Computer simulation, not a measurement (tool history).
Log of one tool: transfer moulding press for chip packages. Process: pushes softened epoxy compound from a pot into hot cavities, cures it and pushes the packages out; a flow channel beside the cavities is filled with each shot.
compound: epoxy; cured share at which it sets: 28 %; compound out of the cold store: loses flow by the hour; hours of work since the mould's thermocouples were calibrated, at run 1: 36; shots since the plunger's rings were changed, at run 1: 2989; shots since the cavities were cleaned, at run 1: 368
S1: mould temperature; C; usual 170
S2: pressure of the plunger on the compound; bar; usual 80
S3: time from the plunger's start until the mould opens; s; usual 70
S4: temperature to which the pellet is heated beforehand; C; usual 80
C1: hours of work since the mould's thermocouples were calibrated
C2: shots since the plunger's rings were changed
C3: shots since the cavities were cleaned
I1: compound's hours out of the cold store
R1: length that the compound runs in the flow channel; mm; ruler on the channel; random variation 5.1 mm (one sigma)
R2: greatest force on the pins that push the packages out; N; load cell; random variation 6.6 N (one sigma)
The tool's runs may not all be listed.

run 1 hour=0 | S1=170 S2=80 S3=70 S4=80 | C1=36 C2=2989 C3=368 | I1=31.8 | R1=569 R2=526
run 2 hour=27.5 | S1=170 S2=80 S3=70 S4=80 | C1=50 C2=3328 C3=707 | I1=13.1 | R1=671 R2=630
-- hour=58.9 cavities cleaned with cleaning compound and waxed
run 3 hour=64.6 | S1=170 S2=80 S3=82 S4=80 | C1=68 C2=3768 C3=71 | I1=14.3 | R1=658 R2=251
run 4 hour=119.5 | S1=170 S2=80 S3=70 S4=76 | C1=96 C2=4447 C3=750 | I1=12.3 | R1=654 R2=659
-- hour=147.2 cavities cleaned with cleaning compound and waxed
run 5 hour=161 | S1=170 S2=80 S3=70 S4=80 | C1=116 C2=4940 C3=171 | I1=36.4 | R1=538 R2=411
run 6 hour=205.7 | S1=170 S2=80 S3=70 S4=80 | C1=138 C2=5492 C3=723 | I1=45.7 | R1=493 R2=559
-- hour=236.3 cavities cleaned with cleaning compound and waxed
run 7 hour=260.3 | S1=163 S2=80 S3=70 S4=80 | C1=165 C2=6149 C3=296 | I1=11.3 | R1=640 R2=816
-- hour=285.1 plunger's sealing rings changed
run 8 hour=314.9 | S1=163 S2=80 S3=98 S4=80 | C1=191 C2=368 C3=939 | I1=38.7 | R1=564 R2=446
-- hour=321.2 mould's thermocouples calibrated
-- hour=330.3 cavities cleaned with cleaning compound and waxed
run 9 hour=364.5 | S1=163 S2=80 S3=98 S4=80 | C1=21 C2=938 C3=423 | I1=46.5 | R1=529 R2=355
run 10 hour=406.1 | S1=163 S2=80 S3=98 S4=80 | C1=42 C2=1451 C3=936 | I1=16.4 | R1=666 R2=448
-- hour=417.9 cavities cleaned with cleaning compound and waxed
run 11 hour=462.1 | S1=163 S2=80 S3=98 S4=80 | C1=69 C2=2124 C3=545 | I1=20.6 | R1=645 R2=425
run 12 hour=497.9 | S1=163 S2=80 S3=98 S4=80 | C1=87 C2=2568 C3=989 | I1=14.9 | R1=677 R2=470
-- hour=506.7 cavities cleaned with cleaning compound and waxed
run 13 hour=552 | S1=163 S2=80 S3=76 S4=80 | C1=114 C2=3217 C3=559 | I1=12.1 | R1=678 R2=789
-- hour=593.3 cavities cleaned with cleaning compound and waxed
run 14 hour=598.4 | S1=163 S2=80 S3=76 S4=80 | C1=137 C2=3771 C3=63 | I1=18.4 | R1=644 R2=416
-- hour=609.6 mould's thermocouples calibrated, once more
run 15 hour=639.3 | S1=175 S2=92.6 S3=70 S4=80 | C1=15 C2=4252 C3=544 | I1=8.7 | R1=732 R2=476
run 16 hour=665.3 | S1=172 S2=61.9 S3=80 S4=87 | C1=28 C2=4573 C3=865 | I1=23.9 | R1=527 R2=422
-- hour=681.6 cavities cleaned with cleaning compound and waxed
run 17 hour=713.7 | S1=172 S2=87.5 S3=79 S4=87 | C1=52 C2=5153 C3=397 | I1=14.1 | R1=669 R2=397
run 18 hour=754.6 | S1=170 S2=80 S3=82 S4=73 | C1=72 C2=5658 C3=902 | I1=18.9 | R1=620 R2=456
-- hour=768.6 cavities cleaned with cleaning compound and waxed
run 19 hour=799.6 | S1=173 S2=80 S3=70 S4=71 | C1=94 C2=6195 C3=382 | I1=8.4 | R1=666 R2=503
-- hour=821.6 plunger's sealing rings changed
run 20 hour=829 | S1=173 S2=60.5 S3=93 S4=71 | C1=108 C2=90 C3=714 | I1=40.1 | R1=492 R2=376
-- hour=860.9 cavities cleaned with cleaning compound and waxed
run 21 hour=860.9 | S1=170 S2=80 S3=70 S4=72 | C1=123 C2=465 C3=0 | I1=44.3 | R1=539 R2=265

Forecast each of these 4 alternatives for the next run:
run A hour=897.6 | S1=169 S2=80 S3=70 S4=80 | C1=142 C2=919 C3=454 | I1=33 | R1=? R2=?
run B hour=897.6 | S1=163 S2=80 S3=70 S4=80 | C1=142 C2=919 C3=454 | I1=9.7 | R1=? R2=?
run C hour=897.6 | S1=170 S2=75.5 S3=65 S4=89 | C1=142 C2=919 C3=454 | I1=39 | R1=? R2=?
run D hour=897.6 | S1=171 S2=94.3 S3=108 S4=80 | C1=142 C2=919 C3=454 | I1=12.5 | R1=? R2=?

run=A R1=590 R2=555
run=B R1=721 R2=934
run=C R1=549 R2=579
run=D R1=755 R2=303
Without the tool's hidden state the same runs would have given:
run=A R1=598 R2=278
run=B R1=731 R2=473
run=C R1=557 R2=293
run=D R1=765 R2=150

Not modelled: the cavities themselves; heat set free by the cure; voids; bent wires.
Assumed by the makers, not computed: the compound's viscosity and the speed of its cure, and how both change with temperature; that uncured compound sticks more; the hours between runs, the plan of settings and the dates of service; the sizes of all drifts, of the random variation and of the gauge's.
